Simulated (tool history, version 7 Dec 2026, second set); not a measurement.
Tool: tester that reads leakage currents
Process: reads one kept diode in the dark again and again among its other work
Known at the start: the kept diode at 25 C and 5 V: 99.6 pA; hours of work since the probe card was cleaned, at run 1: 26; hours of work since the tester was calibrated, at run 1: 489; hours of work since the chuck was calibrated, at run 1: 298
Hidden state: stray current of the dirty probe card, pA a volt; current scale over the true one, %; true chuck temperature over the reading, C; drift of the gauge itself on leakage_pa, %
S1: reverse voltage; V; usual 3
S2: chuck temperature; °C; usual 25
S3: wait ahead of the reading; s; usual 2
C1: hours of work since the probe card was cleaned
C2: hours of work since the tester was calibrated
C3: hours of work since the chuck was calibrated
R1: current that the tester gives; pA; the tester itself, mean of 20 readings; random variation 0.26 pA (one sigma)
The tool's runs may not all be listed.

{"run": 1, "day": 0.0, "S1": 3, "S2": 25, "S3": 2, "C1": 26, "C2": 489, "C3": 298, "R1": 83.93}
{"run": 2, "day": 1.588, "S1": 3, "S2": 25, "S3": 2, "C1": 45, "C2": 508, "C3": 318, "R1": 83.3}
{"run": 3, "day": 2.438, "S1": 3, "S2": 25, "S3": 2, "C1": 56, "C2": 519, "C3": 328, "R1": 83.44}
{"run": 4, "day": 3.496, "S1": 3, "S2": 25, "S3": 2, "C1": 69, "C2": 532, "C3": 341, "R1": 83.25}
{"run": 5, "day": 4.338, "S1": 1.23, "S2": 25, "S3": 2, "C1": 79, "C2": 542, "C3": 351, "R1": 63.08}
{"run": 6, "day": 5.875, "S1": 3, "S2": 25, "S3": 2, "C1": 98, "C2": 561, "C3": 370, "R1": 82.81}
{"run": 7, "day": 6.967, "S1": 3, "S2": 25, "S3": 2, "C1": 111, "C2": 574, "C3": 384, "R1": 83.21}
{"run": 8, "day": 8.788, "S1": 3, "S2": 25, "S3": 2, "C1": 134, "C2": 597, "C3": 406, "R1": 82.66}
{"run": 9, "day": 9.596, "S1": 3, "S2": 25, "S3": 2, "C1": 144, "C2": 607, "C3": 416, "R1": 83.3}
{"run": 10, "day": 10.458, "S1": 8.05, "S2": 56, "S3": 0.34, "C1": 154, "C2": 617, "C3": 427, "R1": 1552.66}
{"run": 11, "day": 11.662, "S1": 6.25, "S2": 56, "S3": 0.53, "C1": 169, "C2": 632, "C3": 442, "R1": 1428.35}
{"run": 12, "day": 12.883, "S1": 6.25, "S2": 56, "S3": 0.53, "C1": 184, "C2": 647, "C3": 457, "R1": 1430.44}
{"run": 13, "day": 13.908, "S1": 6.25, "S2": 20, "S3": 0.34, "C1": 197, "C2": 660, "C3": 469, "R1": 70.18}
{"run": 14, "day": 15.321, "S1": 6.25, "S2": 20, "S3": 0.34, "C1": 214, "C2": 677, "C3": 487, "R1": 70.53}
{"run": 15, "day": 16.375, "S1": 7.47, "S2": 38, "S3": 2, "C1": 227, "C2": 690, "C3": 499, "R1": 349.89}

5 ways to go on from here, each from the tool as it stands after run 15. What would each give?
{"run": "A", "day": 17.358, "S1": 18.18, "S2": 36, "S3": 2, "C1": 239, "C2": 702, "C3": 512, "R1": "?"}
{"run": "B", "day": 17.358, "S1": 3, "S2": 25, "S3": 2.38, "C1": 239, "C2": 702, "C3": 512, "R1": "?"}
{"run": "C", "day": 17.358, "S1": 1.95, "S2": 38, "S3": 2, "C1": 239, "C2": 702, "C3": 512, "R1": "?"}
{"run": "D", "day": 17.358, "S1": 14.65, "S2": 54, "S3": 0.73, "C1": 239, "C2": 702, "C3": 512, "R1": "?"}
{"run": "E", "day": 17.358, "S1": 15.45, "S2": 38, "S3": 8.58, "C1": 239, "C2": 702, "C3": 512, "R1": "?"}

run=A R1=390.04
run=B R1=82.62
run=C R1=230.14
run=D R1=1587.63
run=E R1=438.07
Without the tool's hidden state the same runs would have given:
run=A R1=402.19
run=B R1=85.8
run=C R1=240.38
run=D R1=1650.64
run=E R1=453.34
